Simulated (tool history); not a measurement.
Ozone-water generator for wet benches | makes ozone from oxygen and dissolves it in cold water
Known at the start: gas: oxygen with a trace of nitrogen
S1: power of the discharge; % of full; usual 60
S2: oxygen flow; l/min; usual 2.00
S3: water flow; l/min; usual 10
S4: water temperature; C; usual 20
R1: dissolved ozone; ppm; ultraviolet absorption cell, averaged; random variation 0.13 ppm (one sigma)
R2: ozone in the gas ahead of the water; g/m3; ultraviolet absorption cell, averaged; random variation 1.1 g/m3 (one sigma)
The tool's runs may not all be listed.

| run | hour | S1 | S2 | S3 | S4 | R1 | R2 |
|---|---|---|---|---|---|---|---|
| 1 | 0.0 | 60 | 2.00 | 10 | 20 | 11.7 | 179.3 |
| 2 | 61.2 | 60 | 2.00 | 10 | 20 | 11.8 | 178.6 |
| 3 | 118.4 | 60 | 2.00 | 10 | 20 | 11.4 | 179.1 |
| 4 | 190.7 | 60 | 2.00 | 10 | 20 | 11.6 | 178.6 |
| 5 | 240.3 | 60 | 2.00 | 10 | 20 | 11.5 | 179.4 |
| 6 | 310.7 | 60 | 2.00 | 10 | 20 | 11.8 | 178.5 |
| 7 | 386.3 | 60 | 2.00 | 10 | 20 | 11.7 | 179.0 |
| 8 | 480.4 | 76 | 2.89 | 10 | 20 | 13.3 | 167.1 |
| 9 | 565.8 | 76 | 2.89 | 10 | 20 | 13.4 | 167.2 |
| 10 | 620.5 | 76 | 2.89 | 10 | 20 | 13.3 | 165.2 |
| 11 | 702.7 | 60 | 2.00 | 14 | 24 | 8.0 | 175.2 |
| 12 | 794.2 | 60 | 2.00 | 14 | 24 | 8.1 | 175.9 |
| 13 | 887.3 | 46 | 2.22 | 10 | 23 | 8.8 | 134.4 |

Forecast each of these 5 alternatives for the next run:
| A | 960.7 | 46 | 2.22 | 10 | 25 | ? | ? |
| B | 960.7 | 49 | 2.99 | 10 | 14 | ? | ? |
| C | 960.7 | 95 | 2.00 | 10 | 20 | ? | ? |
| D | 960.7 | 60 | 1.94 | 9 | 14 | ? | ? |
| E | 960.7 | 46 | 1.84 | 9 | 18 | ? | ? |

| run | R1 | R2 |
|---|---|---|
| A | 8.5 | 134.0 |
| B | 10.1 | 116.9 |
| C | 16.1 | 251.6 |
| D | 13.2 | 179.0 |
| E | 10.1 | 150.6 |
Without the tool's hidden state the same runs would have given:
| run | R1 | R2 |
|---|---|---|
| A | 10.4 | 143.4 |
| B | 12.4 | 125.6 |
| C | 20.9 | 286.1 |
| D | 16.5 | 195.9 |
| E | 12.5 | 161.2 |
